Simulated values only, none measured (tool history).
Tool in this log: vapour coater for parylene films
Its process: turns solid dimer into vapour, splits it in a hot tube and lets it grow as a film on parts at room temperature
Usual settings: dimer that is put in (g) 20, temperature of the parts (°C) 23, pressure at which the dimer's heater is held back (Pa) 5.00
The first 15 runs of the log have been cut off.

run    hour  dimer that is put in (g)  temperature of the parts (°C)  pressure at which the dimer's heater is held back (Pa)  hours of work since the trap's valve was overhauled  hours of work since the table's thermometer was calibrated  thickness of the film (µm)
 16   535.3                        20                             23                                                    8.16                                                  188                                                          73                        3.35
 17   569.4                        20                             23                                                    8.16                                                  217                                                         102                        3.35
      595.9  -- table's thermometer calibrated, once more
 18   601.4                        14                             23                                                    5.00                                                  243                                                           5                        2.65
      621.6  -- trap's valve overhauled
 19   632.9                        14                             23                                                    5.00                                                    9                                                          27                        2.77
 20   677.5                        14                             23                                                    3.97                                                   47                                                          65                        2.84
 21   722.5                        14                             23                                                    3.97                                                   84                                                         102                        2.85
 22   757.8                        14                             23                                                    3.97                                                  113                                                         131                        2.81
 23   778.7                        23                             29                                                    3.38                                                  131                                                         149                        3.88
 24   813.1                        26                             16                                                    2.71                                                  159                                                         177                        7.11
 25   842.1                        29                             21                                                    5.00                                                  183                                                         202                        5.89
 26   868.2                        29                             21                                                    5.00                                                  205                                                         223                        5.91
 27   887.1                        14                             25                                                    5.00                                                  221                                                         239                        2.43
 28   909.4                        24                             23                                                    6.07                                                  239                                                         257                        4.31
      932.7  -- trap's valve overhauled
 29   942.3                        12                             27                                                    2.09                                                    8                                                         282                        2.43
 30   964.7                        17                             20                                                    5.00                                                   27                                                         300                        3.72
 31  1002.8                        33                             27                                                    7.67                                                   58                                                         332                        5.08
 32  1047.1                        33                             27                                                    7.67                                                   95                                                         369                        5.09
 33  1088.7                        33                             27                                                    7.67                                                  130                                                         403                        5.05
 34  1130.8                        10                             27                                                    2.21                                                  165                                                         438                        1.92
 35  1172.6                         9                             27                                                    4.37                                                  200                                                         473                        1.52
 36  1212.4                        28                             23                                                    2.75                                                  233                                                         506                        5.82
     1245.6  -- trap's valve overhauled
 37  1257.7                        28                             23                                                    3.52                                                   10                                                         541                        5.83
 38  1279.4                        28                             23                                                    2.77                                                   28                                                         559                        6.11
 39  1319.6                        28                             23                                                    2.77                                                   62                                                         592                        6.04
 40  1341.4                        19                             25                                                    2.32                                                   80                                                         610                        3.96

Branching from run 40: 5 alternative next runs. What would each branch give?
  A  1380.7                        17                             17                                                    2.32                                                  112                                                         643                           ?
  B  1380.7                        20                             22                                                    5.00                                                  112                                                         643                           ?
  C  1380.7                        19                             19                                                    2.32                                                  112                                                         643                           ?
  D  1380.7                        29                             29                                                    3.90                                                  112                                                         643                           ?
  E  1380.7                        23                             23                                                   10.50                                                  112                                                         643                           ?

run  thickness of the film (µm)
  A                        4.65
  B                        4.03
  C                        4.76
  D                        4.67
  E                        3.83
Had the tool no hidden state, the same runs would have come out as:
run  thickness of the film (µm)
  A                        4.82
  B                        4.17
  C                        4.93
  D                        4.84
  E                        3.97
